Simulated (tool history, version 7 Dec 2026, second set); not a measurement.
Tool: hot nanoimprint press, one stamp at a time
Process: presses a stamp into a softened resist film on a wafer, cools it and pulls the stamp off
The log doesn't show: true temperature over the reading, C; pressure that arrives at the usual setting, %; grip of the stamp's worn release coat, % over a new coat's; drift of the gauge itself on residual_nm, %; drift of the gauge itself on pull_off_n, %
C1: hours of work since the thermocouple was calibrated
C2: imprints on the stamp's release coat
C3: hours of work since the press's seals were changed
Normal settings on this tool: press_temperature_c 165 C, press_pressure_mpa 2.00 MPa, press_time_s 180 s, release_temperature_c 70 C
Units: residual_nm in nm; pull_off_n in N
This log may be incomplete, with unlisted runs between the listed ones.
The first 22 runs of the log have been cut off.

{"run": 23, "hour": 1289.7, "press_temperature_c": 171, "press_pressure_mpa": 2.0, "press_time_s": 180, "release_temperature_c": 70, "C1": 234, "C2": 119, "C3": 34, "residual_nm": 74.2, "pull_off_n": 193}
{"run": 24, "hour": 1339.5, "press_temperature_c": 177, "press_pressure_mpa": 2.0, "press_time_s": 125, "release_temperature_c": 67, "C1": 259, "C2": 250, "C3": 60, "residual_nm": 70.2, "pull_off_n": 205}
{"run": 25, "hour": 1399.7, "press_temperature_c": 165, "press_pressure_mpa": 1.63, "press_time_s": 326, "release_temperature_c": 70, "C1": 290, "C2": 407, "C3": 90, "residual_nm": 81.3, "pull_off_n": 205}
{"run": 26, "hour": 1436.1, "press_temperature_c": 165, "press_pressure_mpa": 1.36, "press_time_s": 180, "release_temperature_c": 74, "C1": 308, "C2": 503, "C3": 109, "residual_nm": 108.4, "pull_off_n": 207}
{"run": 27, "hour": 1484.7, "press_temperature_c": 165, "press_pressure_mpa": 1.36, "press_time_s": 180, "release_temperature_c": 74, "C1": 333, "C2": 630, "C3": 134, "residual_nm": 107.6, "pull_off_n": 212}
{"hour": 1525.5, "done": "stamp cleaned and given a new release coat"}
{"run": 28, "hour": 1550.6, "press_temperature_c": 165, "press_pressure_mpa": 1.36, "press_time_s": 130, "release_temperature_c": 74, "C1": 364, "C2": 66, "C3": 164, "residual_nm": 121.3, "pull_off_n": 185}
{"run": 29, "hour": 1582.2, "press_temperature_c": 165, "press_pressure_mpa": 2.88, "press_time_s": 271, "release_temperature_c": 58, "C1": 380, "C2": 148, "C3": 180, "residual_nm": 65.8, "pull_off_n": 221}
{"run": 30, "hour": 1620.0, "press_temperature_c": 173, "press_pressure_mpa": 2.88, "press_time_s": 271, "release_temperature_c": 74, "C1": 399, "C2": 247, "C3": 199, "residual_nm": 49.5, "pull_off_n": 187}

Expected results for the next run?
{"run": 31, "hour": 1668.5, "press_temperature_c": 166, "press_pressure_mpa": 1.45, "press_time_s": 303, "release_temperature_c": 70, "C1": 424, "C2": 374, "C3": 224, "residual_nm": "?", "pull_off_n": "?"}

residual_nm: 87.8 nm
pull_off_n: 205 N
Without the tool's hidden state the same run would have given residual_nm 84.7 nm, pull_off_n 187 N.
